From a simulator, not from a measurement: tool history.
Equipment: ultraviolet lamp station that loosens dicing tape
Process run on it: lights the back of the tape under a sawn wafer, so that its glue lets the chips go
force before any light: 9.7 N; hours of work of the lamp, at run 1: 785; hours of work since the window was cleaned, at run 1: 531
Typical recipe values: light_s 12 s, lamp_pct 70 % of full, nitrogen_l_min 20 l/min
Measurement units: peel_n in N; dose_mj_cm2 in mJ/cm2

run	hour	light_s	lamp_pct	nitrogen_l_min	hours of work of the lamp	hours of work since the window was cleaned	peel_n	dose_mj_cm2
1	0	12	70	20	785	531	0.92	265
2	39.9	12	70	20	811	557	0.912	268
3	102.1	12	70	20	852	597	0.922	264
4	150	13	70	20	883	629	0.758	287
# hour 177.8: window cleaned of glue's vapour
5	206.2	13	70	20	919	19	0.75	284
6	286.9	13	73	20	972	71	0.71	294
7	376.3	13	73	20	1030	130	0.683	299
8	461.5	12	70	20	1086	185	0.911	265
9	536.4	12	70	20	1135	234	0.888	260
10	602.1	6	70	20	1178	277	2.937	131
11	679	12	70	20	1228	328	0.901	262
12	768.8	12	91	20	1287	386	0.476	347
13	840.1	12	91	20	1334	433	0.505	348
14	899.8	12	91	20	1373	472	0.49	349
15	970.4	12	91	20	1419	518	0.516	344
16	1049.9	12	91	20	1471	570	0.504	341
17	1092.4	12	91	20	1499	598	0.505	343
# hour 1167.1: window cleaned of glue's vapour
18	1172.6	12	70	20	1551	4	0.906	263
19	1245.6	12	70	20	1598	51	0.88	268
20	1320.7	12	70	20	1647	100	0.928	265
21	1404	12	70	7	1702	155	2.022	268
22	1486.8	12	92	15	1756	209	0.643	346
# hour 1509: lamp changed
23	1527.1	20	92	24	12	235	0.163	586
24	1624	20	95	16	75	298	0.182	599
25	1687.4	20	95	16	117	339	0.199	595
26	1761.7	16	79	14	165	388	0.507	401
27	1846.3	12	99	14	220	443	0.584	376
28	1888.1	9	70	31	248	471	1.166	197
29	1932	6	86	20	276	499	2.162	161
30	1980.5	9	78	19	308	531	1.381	221
31	2034.8	20	76	19	344	566	0.241	481
32	2125.6	21	82	18	403	626	0.211	547
# hour 2157.1: window cleaned of glue's vapour
33	2204.6	21	82	18	454	31	0.205	544
34	2284.1	13	82	21	506	83	0.517	334
35	2372	9	72	12	564	140	2.171	205
36	2428.2	13	96	19	600	177	0.386	399
37	2522.7	22	88	13	662	239	0.217	609
38	2577.3	22	88	13	698	275	0.224	612
39	2635.1	6	87	21	736	312	2.035	166
40	2704.7	6	87	21	781	358	2.066	164
41	2782.8	11	95	19	832	409	0.577	329
42	2841.9	22	84	20	871	448	0.173	584

What if the next run were any one of these 4? Each begins from the tool's condition after run 42:
A	2916	22	87	21	919	496	?	?
B	2916	23	84	6	919	496	?	?
C	2916	7	62	9	919	496	?	?
D	2916	12	87	20	919	496	?	?

run	peel_n	dose_mj_cm2
A	0.164	603
B	0.432	611
C	3.929	137
D	0.548	330
With the hidden condition removed and each run's random variation left untouched, the same runs would have given:
run	peel_n	dose_mj_cm2
A	0.164	604
B	0.43	612
C	3.925	137
D	0.546	330
